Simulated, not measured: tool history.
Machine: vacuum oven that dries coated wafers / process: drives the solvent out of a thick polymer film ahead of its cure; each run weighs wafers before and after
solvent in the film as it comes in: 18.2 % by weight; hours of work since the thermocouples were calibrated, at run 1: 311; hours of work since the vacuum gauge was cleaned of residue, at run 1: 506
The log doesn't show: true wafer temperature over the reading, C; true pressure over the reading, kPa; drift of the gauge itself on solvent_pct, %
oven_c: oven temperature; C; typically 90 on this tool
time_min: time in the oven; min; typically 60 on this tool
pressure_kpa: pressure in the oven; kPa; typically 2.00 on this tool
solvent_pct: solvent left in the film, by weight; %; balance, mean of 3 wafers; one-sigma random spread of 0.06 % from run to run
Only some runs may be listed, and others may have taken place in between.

run,day,oven_c,time_min,pressure_kpa,hours of work since the thermocouples were calibrated,hours of work since the vacuum gauge was cleaned of residue,solvent_pct
1,0.000,90,60,2.00,311,506,3.45
2,3.967,90,60,2.00,385,580,3.38
3,7.088,90,60,2.00,443,638,3.35
4,10.862,90,60,2.00,514,709,3.33
5,14.379,90,60,2.00,580,775,3.32
6,18.088,90,60,2.00,649,844,3.40
7,21.979,90,60,2.00,722,917,3.37
8,25.721,90,60,2.00,792,987,3.31
9,28.492,90,60,2.00,844,1038,3.35
# day 31.254: vacuum gauge cleaned of residue and calibrated
10,31.292,90,32,2.00,895,1,6.12
11,35.500,90,32,2.00,973,79,5.97
12,37.625,100,32,2.00,1013,119,2.58
13,40.883,90,83,2.00,1074,180,2.44
14,42.700,90,83,2.00,1108,214,2.43
# day 43.121: oven's thermocouples calibrated
15,45.183,90,83,2.00,39,259,2.50
16,49.529,98,60,2.00,120,340,1.69
17,52.138,98,35,2.00,169,389,2.98
18,55.275,98,35,2.00,227,447,2.90
19,58.092,98,35,2.00,280,500,2.91
20,62.100,98,35,2.00,355,575,2.85
21,64.162,96,30,3.68,393,613,5.09
22,66.946,96,30,3.68,445,665,5.23
23,68.871,96,30,3.68,481,701,5.20
24,71.271,99,60,1.06,526,746,0.92
25,75.179,98,60,4.03,599,819,2.84
26,78.383,98,60,4.03,659,879,2.83
27,82.704,98,37,4.25,740,960,4.03
28,85.738,90,36,2.00,796,1017,5.52
29,88.271,85,70,6.57,844,1064,8.44
# day 89.700: vacuum gauge cleaned of residue and calibrated
30,90.979,85,70,6.57,893,24,8.52
31,93.092,91,53,2.00,933,63,3.46
32,95.271,85,72,2.00,973,104,4.24
33,98.242,85,31,2.00,1029,160,8.01
34,100.717,85,31,2.00,1075,206,8.09
# day 102.921: oven's thermocouples calibrated
35,104.946,85,31,2.00,38,283,8.21
36,108.333,85,33,3.76,101,347,9.12
37,111.967,101,44,1.51,169,415,1.45
38,114.146,91,44,1.84,210,455,4.13
39,116.217,83,40,1.84,248,494,7.58
40,118.762,83,38,1.32,296,542,7.46

What would each run have given without the hidden state, its run-to-run variation left as it was?
run,solvent_pct
1,3.47
2,3.39
3,3.36
4,3.35
5,3.34
6,3.43
7,3.40
8,3.34
9,3.39
10,6.20
11,6.05
12,2.63
13,2.49
14,2.48
15,2.50
16,1.69
17,2.98
18,2.91
19,2.91
20,2.86
21,5.11
22,5.25
23,5.22
24,0.92
25,2.85
26,2.84
27,4.05
28,5.56
29,8.48
30,8.60
31,3.52
32,4.31
33,8.09
34,8.17
35,8.20
36,9.12
37,1.45
38,4.13
39,7.59
40,7.47
